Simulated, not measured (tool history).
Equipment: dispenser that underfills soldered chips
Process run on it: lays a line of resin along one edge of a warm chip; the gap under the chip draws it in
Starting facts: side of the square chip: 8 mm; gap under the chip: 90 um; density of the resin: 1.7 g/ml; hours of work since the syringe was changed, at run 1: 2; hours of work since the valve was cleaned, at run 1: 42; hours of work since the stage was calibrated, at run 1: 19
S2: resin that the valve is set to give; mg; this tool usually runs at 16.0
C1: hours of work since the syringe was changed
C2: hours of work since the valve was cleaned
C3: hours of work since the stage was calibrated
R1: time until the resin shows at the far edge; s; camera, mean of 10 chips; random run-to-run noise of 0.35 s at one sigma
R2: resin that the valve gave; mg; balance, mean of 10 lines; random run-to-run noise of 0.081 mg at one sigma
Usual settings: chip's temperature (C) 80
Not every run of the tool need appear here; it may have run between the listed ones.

run 1 hour=0.0 | chip's_temperature_(C)=80 S2=16.0 | C1=2 C2=42 C3=19 | R1=20.5 R2=15.61
run 2 hour=5.4 | chip's_temperature_(C)=80 S2=16.0 | C1=6 C2=46 C3=23 | R1=27.3 R2=15.62
-- hour=10.6 new syringe of resin
run 3 hour=11.7 | chip's_temperature_(C)=80 S2=16.0 | C1=1 C2=50 C3=28 | R1=18.8 R2=15.44
run 4 hour=17.1 | chip's_temperature_(C)=80 S2=14.3 | C1=5 C2=54 C3=32 | R1=24.3 R2=13.71
-- hour=23.8 new syringe of resin
run 5 hour=26.2 | chip's_temperature_(C)=80 S2=14.3 | C1=2 C2=61 C3=39 | R1=19.5 R2=13.79
run 6 hour=35.2 | chip's_temperature_(C)=80 S2=14.3 | C1=9 C2=68 C3=46 | R1=32.3 R2=13.76
-- hour=36.9 new syringe of resin
run 7 hour=40.9 | chip's_temperature_(C)=80 S2=14.3 | C1=3 C2=72 C3=50 | R1=20.8 R2=13.64
run 8 hour=45.2 | chip's_temperature_(C)=88 S2=19.6 | C1=6 C2=75 C3=53 | R1=17.6 R2=18.62
run 9 hour=49.2 | chip's_temperature_(C)=88 S2=19.6 | C1=9 C2=78 C3=56 | R1=21.2 R2=18.66
-- hour=50.2 new syringe of resin
run 10 hour=53.7 | chip's_temperature_(C)=81 S2=16.0 | C1=3 C2=81 C3=59 | R1=19.3 R2=15.11
-- hour=60.3 dispensing valve cleaned and set on the balance
run 11 hour=60.3 | chip's_temperature_(C)=83 S2=17.7 | C1=7 C2=0 C3=63 | R1=23.2 R2=17.61
-- hour=64.7 new syringe of resin
run 12 hour=65.9 | chip's_temperature_(C)=83 S2=17.7 | C1=1 C2=4 C3=67 | R1=15.7 R2=17.65
run 13 hour=70.8 | chip's_temperature_(C)=67 S2=19.3 | C1=5 C2=8 C3=71 | R1=45.9 R2=19.13

Branching from run 13: 5 alternative next runs. What would each branch give?
-- hour=78.1 new syringe of resin
run A hour=78.4 | chip's_temperature_(C)=91 S2=16.0 | C1=0 C2=13 C3=77 | R1=? R2=?
-- hour=78.1 new syringe of resin
run B hour=78.4 | chip's_temperature_(C)=68 S2=15.9 | C1=0 C2=13 C3=77 | R1=? R2=?
-- hour=78.1 new syringe of resin
run C hour=78.4 | chip's_temperature_(C)=68 S2=15.2 | C1=0 C2=13 C3=77 | R1=? R2=?
-- hour=78.1 new syringe of resin
run D hour=78.4 | chip's_temperature_(C)=74 S2=19.0 | C1=0 C2=13 C3=77 | R1=? R2=?
-- hour=78.1 new syringe of resin
run E hour=78.4 | chip's_temperature_(C)=71 S2=19.7 | C1=0 C2=13 C3=77 | R1=? R2=?

run=A R1=10.2 R2=15.97
run=B R1=32.5 R2=15.82
run=C R1=32.5 R2=15.04
run=D R1=23.4 R2=18.93
run=E R1=27.2 R2=19.61
Had the tool no hidden state, the same runs would have come out as:
run=A R1=10.2 R2=16.10
run=B R1=32.5 R2=15.94
run=C R1=32.5 R2=15.16
run=D R1=23.4 R2=19.08
run=E R1=27.2 R2=19.77

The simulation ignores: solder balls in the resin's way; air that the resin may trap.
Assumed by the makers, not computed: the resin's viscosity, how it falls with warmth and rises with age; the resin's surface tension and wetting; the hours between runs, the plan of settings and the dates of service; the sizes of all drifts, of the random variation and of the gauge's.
